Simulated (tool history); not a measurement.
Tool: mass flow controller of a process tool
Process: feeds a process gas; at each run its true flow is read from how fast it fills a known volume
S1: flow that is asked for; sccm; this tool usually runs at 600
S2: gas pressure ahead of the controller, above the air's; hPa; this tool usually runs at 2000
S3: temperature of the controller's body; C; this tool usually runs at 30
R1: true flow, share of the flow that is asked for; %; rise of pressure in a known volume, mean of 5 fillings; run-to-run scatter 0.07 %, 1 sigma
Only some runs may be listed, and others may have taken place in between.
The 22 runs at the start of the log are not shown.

run,hour,S1,S2,S3,R1
23,4823.4,573,2170,30,98.04
24,5065.5,225,2100,30,96.64
25,5381.8,600,1880,36,97.48
26,5647.2,600,1880,36,97.35
27,5898.6,600,1880,29,97.31
28,6033.4,600,1560,32,97.14
29,6327.2,377,2000,34,96.14
30,6472.5,572,2300,30,96.82
31,6797.7,572,1830,30,96.76
32,7015.8,572,1830,30,96.44
# hour 7131.6: controller's zero set anew
33,7311.9,875,1980,30,97.11
34,7542.9,875,1980,30,97.15
35,7777.6,875,1980,30,97.05
36,8012.1,883,2590,31,96.8
37,8167.4,883,1800,27,96.77
38,8434.5,883,1800,27,96.5
39,8748.6,883,1560,33,96.21
40,8940.2,154,2090,27,93.99
41,9210.8,102,2740,27,93.67
42,9348.1,102,2740,27,93.79
43,9547.9,147,2020,30,93.46
44,9831.2,147,2020,30,93.28

Here are 4 independent what-if runs from the current tool condition. What would each one return?
A,10097.6,147,2020,36,?
B,10097.6,147,2140,30,?
C,10097.6,147,1440,30,?
D,10097.6,147,2020,27,?

run,R1
A,92.89
B,93.05
C,93.08
D,93.22
With the hidden condition removed and each run's random variation left untouched, the same runs would have given:
run,R1
A,96.91
B,97.07
C,97.1
D,97.25
